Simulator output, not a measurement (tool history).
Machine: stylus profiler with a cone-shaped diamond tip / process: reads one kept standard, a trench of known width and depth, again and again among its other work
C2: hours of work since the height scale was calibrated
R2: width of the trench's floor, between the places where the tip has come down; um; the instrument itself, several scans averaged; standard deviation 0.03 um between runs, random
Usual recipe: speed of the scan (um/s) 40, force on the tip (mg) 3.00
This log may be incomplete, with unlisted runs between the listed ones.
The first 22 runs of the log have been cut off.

{"run": 23, "hour": 1004.2, "speed of the scan (um/s)": 25, "force on the tip (mg)": 3.0, "scans with this tip": 13889, "C2": 1286, "depth of the trench (Å)": 10119.8, "R2": 25.95}
{"run": 24, "hour": 1063.2, "speed of the scan (um/s)": 31, "force on the tip (mg)": 1.7, "scans with this tip": 14216, "C2": 1316, "depth of the trench (Å)": 10086.6, "R2": 25.81}
{"run": 25, "hour": 1092.6, "speed of the scan (um/s)": 14, "force on the tip (mg)": 2.48, "scans with this tip": 14380, "C2": 1331, "depth of the trench (Å)": 10110.2, "R2": 25.9}
{"run": 26, "hour": 1148.3, "speed of the scan (um/s)": 14, "force on the tip (mg)": 2.48, "scans with this tip": 14688, "C2": 1360, "depth of the trench (Å)": 10110.0, "R2": 25.88}
{"run": 27, "hour": 1189.5, "speed of the scan (um/s)": 15, "force on the tip (mg)": 1.69, "scans with this tip": 14917, "C2": 1381, "depth of the trench (Å)": 10087.3, "R2": 25.91}
{"run": 28, "hour": 1233.5, "speed of the scan (um/s)": 15, "force on the tip (mg)": 1.69, "scans with this tip": 15161, "C2": 1404, "depth of the trench (Å)": 10085.9, "R2": 25.9}
{"hour": 1258.6, "done": "height scale calibrated on a step standard"}
{"run": 29, "hour": 1264.0, "speed of the scan (um/s)": 37, "force on the tip (mg)": 1.03, "scans with this tip": 15328, "C2": 3, "depth of the trench (Å)": 10061.4, "R2": 25.75}
{"run": 30, "hour": 1315.5, "speed of the scan (um/s)": 29, "force on the tip (mg)": 1.87, "scans with this tip": 15614, "C2": 29, "depth of the trench (Å)": 10090.0, "R2": 25.85}
{"run": 31, "hour": 1356.0, "speed of the scan (um/s)": 138, "force on the tip (mg)": 1.53, "scans with this tip": 15838, "C2": 50, "depth of the trench (Å)": 10078.6, "R2": 25.13}
{"run": 32, "hour": 1408.2, "speed of the scan (um/s)": 147, "force on the tip (mg)": 5.44, "scans with this tip": 16128, "C2": 77, "depth of the trench (Å)": 10186.0, "R2": 25.5}
{"run": 33, "hour": 1446.4, "speed of the scan (um/s)": 19, "force on the tip (mg)": 3.0, "scans with this tip": 16340, "C2": 97, "depth of the trench (Å)": 10126.2, "R2": 25.9}
{"run": 34, "hour": 1500.3, "speed of the scan (um/s)": 12, "force on the tip (mg)": 1.32, "scans with this tip": 16639, "C2": 124, "depth of the trench (Å)": 10076.1, "R2": 25.92}
{"run": 35, "hour": 1541.0, "speed of the scan (um/s)": 29, "force on the tip (mg)": 4.04, "scans with this tip": 16865, "C2": 145, "depth of the trench (Å)": 10153.7, "R2": 25.92}
{"run": 36, "hour": 1594.5, "speed of the scan (um/s)": 61, "force on the tip (mg)": 5.06, "scans with this tip": 17162, "C2": 173, "depth of the trench (Å)": 10176.3, "R2": 25.78}
{"run": 37, "hour": 1657.8, "speed of the scan (um/s)": 41, "force on the tip (mg)": 3.0, "scans with this tip": 17513, "C2": 205, "depth of the trench (Å)": 10128.2, "R2": 25.82}
{"run": 38, "hour": 1689.2, "speed of the scan (um/s)": 41, "force on the tip (mg)": 1.54, "scans with this tip": 17687, "C2": 221, "depth of the trench (Å)": 10082.1, "R2": 25.69}
{"run": 39, "hour": 1745.1, "speed of the scan (um/s)": 41, "force on the tip (mg)": 1.78, "scans with this tip": 17998, "C2": 250, "depth of the trench (Å)": 10091.1, "R2": 25.77}
{"run": 40, "hour": 1799.7, "speed of the scan (um/s)": 99, "force on the tip (mg)": 2.82, "scans with this tip": 18301, "C2": 278, "depth of the trench (Å)": 10122.9, "R2": 25.59}
{"run": 41, "hour": 1838.6, "speed of the scan (um/s)": 54, "force on the tip (mg)": 6.76, "scans with this tip": 18517, "C2": 298, "depth of the trench (Å)": 10217.3, "R2": 25.77}
{"run": 42, "hour": 1866.3, "speed of the scan (um/s)": 33, "force on the tip (mg)": 7.26, "scans with this tip": 18670, "C2": 312, "depth of the trench (Å)": 10224.4, "R2": 25.88}
{"run": 43, "hour": 1923.2, "speed of the scan (um/s)": 33, "force on the tip (mg)": 7.26, "scans with this tip": 18986, "C2": 341, "depth of the trench (Å)": 10228.8, "R2": 25.89}
{"run": 44, "hour": 1973.8, "speed of the scan (um/s)": 36, "force on the tip (mg)": 6.68, "scans with this tip": 19267, "C2": 367, "depth of the trench (Å)": 10218.4, "R2": 25.88}
{"run": 45, "hour": 2024.2, "speed of the scan (um/s)": 55, "force on the tip (mg)": 5.21, "scans with this tip": 19547, "C2": 393, "depth of the trench (Å)": 10182.7, "R2": 25.78}

Alternative continuations, all from the tool just after run 45; predict every row:
{"run": "A", "hour": 2051.1, "speed of the scan (um/s)": 63, "force on the tip (mg)": 2.11, "scans with this tip": 19696, "C2": 407, "depth of the trench (Å)": "?", "R2": "?"}
{"run": "B", "hour": 2051.1, "speed of the scan (um/s)": 35, "force on the tip (mg)": 2.79, "scans with this tip": 19696, "C2": 407, "depth of the trench (Å)": "?", "R2": "?"}
{"run": "C", "hour": 2051.1, "speed of the scan (um/s)": 55, "force on the tip (mg)": 2.16, "scans with this tip": 19696, "C2": 407, "depth of the trench (Å)": "?", "R2": "?"}

run=A depth_of_the_trench_(Å)=10100.3 R2=25.68
run=B depth_of_the_trench_(Å)=10121.4 R2=25.80
run=C depth_of_the_trench_(Å)=10102.8 R2=25.72
The same runs, with their run-to-run variation unchanged, on a tool lacking any hidden condition would have given:
run=A depth_of_the_trench_(Å)=10100.2 R2=25.70
run=B depth_of_the_trench_(Å)=10121.3 R2=25.82
run=C depth_of_the_trench_(Å)=10102.7 R2=25.73

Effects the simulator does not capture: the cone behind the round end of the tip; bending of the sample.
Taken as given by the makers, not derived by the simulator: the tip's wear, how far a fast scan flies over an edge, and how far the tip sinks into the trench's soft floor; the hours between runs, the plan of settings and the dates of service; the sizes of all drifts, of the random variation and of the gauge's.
